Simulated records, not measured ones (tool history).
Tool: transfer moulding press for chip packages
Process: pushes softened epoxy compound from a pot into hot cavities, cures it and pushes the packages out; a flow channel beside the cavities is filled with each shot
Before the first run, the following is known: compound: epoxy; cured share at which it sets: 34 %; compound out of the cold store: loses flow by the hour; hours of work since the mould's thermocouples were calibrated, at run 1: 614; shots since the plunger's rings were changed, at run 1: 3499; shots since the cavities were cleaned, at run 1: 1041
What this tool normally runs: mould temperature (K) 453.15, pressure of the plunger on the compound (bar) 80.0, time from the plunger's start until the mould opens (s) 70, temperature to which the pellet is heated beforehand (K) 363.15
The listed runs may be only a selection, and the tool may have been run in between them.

run	day	mould temperature (K)	pressure of the plunger on the compound (bar)	time from the plunger's start until the mould opens (s)	temperature to which the pellet is heated beforehand (K)	hours of work since the mould's thermocouples were calibrated	shots since the plunger's rings were changed	shots since the cavities were cleaned	incoming compound's hours out of the cold store	length that the compound runs in the flow channel (mm)	greatest force on the pins that push the packages out (N)
1	0.000	453.15	80.0	70	363.15	614	3499	1041	24.6	664	1103
# day 0.308: cavities cleaned with cleaning compound and waxed
# day 3.762: mould's thermocouples calibrated
2	3.921	453.15	80.0	104	363.15	2	4532	966	30.8	644	594
# day 4.496: cavities cleaned with cleaning compound and waxed
3	6.833	453.15	80.0	104	363.15	39	5311	639	12.4	688	542
# day 8.296: plunger's sealing rings changed
# day 8.671: cavities cleaned with cleaning compound and waxed
4	10.321	453.15	80.0	104	363.15	81	537	452	27.0	674	495
# day 12.725: cavities cleaned with cleaning compound and waxed
5	12.725	453.15	80.0	104	368.15	112	1178	0	25.1	671	316
# day 16.783: cavities cleaned with cleaning compound and waxed
6	16.783	453.15	80.0	104	368.15	163	2272	0	31.7	658	304
7	19.725	453.15	80.0	104	368.15	201	3077	805	37.0	634	578
# day 20.167: mould's thermocouples calibrated, once more
# day 21.167: cavities cleaned with cleaning compound and waxed
8	21.788	453.15	80.0	104	368.15	20	3601	170	35.1	635	384
9	24.388	453.15	80.0	104	368.15	54	4313	882	11.8	696	584
# day 25.367: cavities cleaned with cleaning compound and waxed
10	27.029	453.15	80.0	70	363.15	87	5018	454	32.3	636	828
# day 29.704: plunger's sealing rings changed
# day 29.767: cavities cleaned with cleaning compound and waxed
11	31.362	453.15	80.0	70	363.15	140	436	436	34.1	655	838
# day 34.008: cavities cleaned with cleaning compound and waxed
12	35.629	453.15	80.0	70	363.15	194	1587	444	13.2	706	956
# day 38.150: cavities cleaned with cleaning compound and waxed
13	39.454	453.15	80.0	70	363.15	243	2616	356	24.1	667	844
# day 42.379: cavities cleaned with cleaning compound and waxed
14	42.562	453.15	80.0	99	362.15	282	3450	50	11.4	695	334
# day 46.442: cavities cleaned with cleaning compound and waxed
15	46.442	447.15	69.8	93	371.15	331	4495	0	24.5	625	402
16	48.796	447.15	69.8	93	371.15	362	5138	643	15.7	639	707
# day 50.775: cavities cleaned with cleaning compound and waxed
# day 51.171: plunger's sealing rings changed
17	51.796	453.15	78.4	54	363.15	398	171	251	12.6	703	1544

Predict the results of run 18:
# day 55.042: cavities cleaned with cleaning compound and waxed
18	56.100	453.15	80.0	70	368.15	453	1332	290	10.8	?	?

Run 18 yielded length that the compound runs in the flow channel (mm) 708, greatest force on the pins that push the packages out (N) 827.
Minus the tool's unlogged condition, the same run would have read length that the compound runs in the flow channel (mm) 715, greatest force on the pins that push the packages out (N) 541.
